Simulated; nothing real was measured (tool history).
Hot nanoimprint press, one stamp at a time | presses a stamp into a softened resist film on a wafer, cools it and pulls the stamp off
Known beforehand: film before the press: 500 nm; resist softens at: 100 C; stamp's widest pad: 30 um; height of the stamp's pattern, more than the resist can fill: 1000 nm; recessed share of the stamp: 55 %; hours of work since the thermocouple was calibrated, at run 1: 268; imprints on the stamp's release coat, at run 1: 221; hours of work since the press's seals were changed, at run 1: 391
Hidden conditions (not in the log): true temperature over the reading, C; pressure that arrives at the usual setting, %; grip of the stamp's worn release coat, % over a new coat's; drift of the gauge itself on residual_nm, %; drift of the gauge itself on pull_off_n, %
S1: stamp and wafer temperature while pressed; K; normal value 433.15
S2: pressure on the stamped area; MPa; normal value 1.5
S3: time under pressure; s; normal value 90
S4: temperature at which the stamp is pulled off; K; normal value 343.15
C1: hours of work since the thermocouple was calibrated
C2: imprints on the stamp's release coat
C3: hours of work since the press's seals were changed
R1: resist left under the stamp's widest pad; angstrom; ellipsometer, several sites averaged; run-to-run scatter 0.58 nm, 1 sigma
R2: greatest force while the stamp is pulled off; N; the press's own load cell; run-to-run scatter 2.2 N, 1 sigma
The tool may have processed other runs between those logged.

| run | hour | S1 | S2 | S3 | S4 | C1 | C2 | C3 | R1 | R2 |
|---|---|---|---|---|---|---|---|---|---|---|
| 1 | 0 | 433.15 | 1.5 | 90 | 343.15 | 268 | 221 | 391 | 2132 | 102 |
| 2 | 18.4 | 433.15 | 1.5 | 90 | 343.15 | 280 | 260 | 404 | 2120 | 97 |
| 3 | 39.2 | 433.15 | 1.5 | 90 | 343.15 | 294 | 305 | 418 | 2128 | 97 |
| 4 | 58.5 | 433.15 | 1.5 | 90 | 343.15 | 307 | 346 | 430 | 2132 | 98 |
| 5 | 73.6 | 433.15 | 1.5 | 90 | 343.15 | 317 | 379 | 440 | 2120 | 96 |
| 6 | 101.8 | 433.15 | 1.5 | 90 | 343.15 | 336 | 439 | 459 | 2123 | 100 |
|  | 106.8 | plate thermocouple calibrated |
| 7 | 127.5 | 433.15 | 1.5 | 90 | 343.15 | 14 | 488 | 474 | 2123 | 95 |
| 8 | 154.3 | 433.15 | 1.5 | 90 | 343.15 | 32 | 545 | 492 | 2120 | 98 |
| 9 | 184.1 | 433.15 | 1.5 | 90 | 343.15 | 52 | 609 | 512 | 2111 | 93 |
| 10 | 200.4 | 433.15 | 1.5 | 90 | 343.15 | 62 | 644 | 523 | 2114 | 101 |
| 11 | 223.2 | 433.15 | 1.5 | 90 | 343.15 | 78 | 693 | 538 | 2118 | 97 |
| 12 | 237.6 | 433.15 | 1.5 | 90 | 343.15 | 87 | 723 | 548 | 2117 | 100 |
| 13 | 265 | 433.15 | 1.42 | 90 | 343.15 | 105 | 782 | 566 | 2173 | 97 |
| 14 | 279.5 | 433.15 | 0.99 | 90 | 343.15 | 115 | 813 | 576 | 2584 | 96 |
| 15 | 307.7 | 433.15 | 1.5 | 90 | 343.15 | 134 | 873 | 595 | 2112 | 101 |
| 16 | 322.6 | 433.15 | 1.5 | 90 | 343.15 | 144 | 905 | 604 | 2117 | 100 |
| 17 | 343.1 | 437.15 | 1.5 | 90 | 329.15 | 158 | 949 | 618 | 1816 | 115 |
| 18 | 375.5 | 433.15 | 1.5 | 157 | 330.15 | 179 | 1018 | 640 | 1712 | 118 |
| 19 | 408.5 | 433.15 | 1.48 | 157 | 340.15 | 201 | 1089 | 662 | 1718 | 106 |
| 20 | 425.3 | 433.15 | 1.48 | 157 | 340.15 | 212 | 1125 | 673 | 1717 | 100 |
| 21 | 447.8 | 434.15 | 1.45 | 76 | 347.15 | 227 | 1173 | 688 | 2172 | 92 |
| 22 | 467.9 | 434.15 | 1.45 | 66 | 335.15 | 241 | 1216 | 701 | 2303 | 113 |
| 23 | 487.9 | 434.15 | 1.45 | 66 | 335.15 | 254 | 1259 | 715 | 2301 | 115 |
| 24 | 506.9 | 434.15 | 1.45 | 167 | 330.15 | 267 | 1300 | 727 | 1632 | 122 |
| 25 | 530.9 | 429.15 | 1.45 | 167 | 330.15 | 283 | 1351 | 743 | 1976 | 121 |
| 26 | 552.8 | 429.15 | 1.45 | 167 | 330.15 | 297 | 1398 | 758 | 1974 | 121 |
| 27 | 579.5 | 429.15 | 1.45 | 167 | 330.15 | 315 | 1455 | 776 | 1981 | 122 |
| 28 | 610.1 | 430.15 | 1.5 | 90 | 332.15 | 336 | 1521 | 796 | 2341 | 117 |
|  | 615 | plate thermocouple calibrated |
| 29 | 639.9 | 430.15 | 1.5 | 90 | 332.15 | 17 | 1578 | 814 | 2342 | 111 |
| 30 | 658.4 | 421.15 | 1.55 | 90 | 336.15 | 29 | 1617 | 826 | 3187 | 111 |
| 31 | 684.4 | 443.15 | 1.83 | 90 | 346.15 | 46 | 1673 | 844 | 1300 | 93 |

3 ways to go on from here, each from the tool as it stands after run 31. What would each give?
| A | 715.3 | 443.15 | 1.19 | 89 | 346.15 | 67 | 1739 | 864 | ? | ? |
| B | 715.3 | 436.15 | 1.5 | 90 | 343.15 | 67 | 1739 | 864 | ? | ? |
| C | 715.3 | 433.15 | 1.5 | 90 | 343.15 | 67 | 1739 | 864 | ? | ? |

| run | R1 | R2 |
|---|---|---|
| A | 1650 | 92 |
| B | 1857 | 101 |
| C | 2078 | 99 |
Had the tool no hidden state, the same runs would have come out as:
| run | R1 | R2 |
|---|---|---|
| A | 1690 | 91 |
| B | 1902 | 100 |
| C | 2128 | 98 |
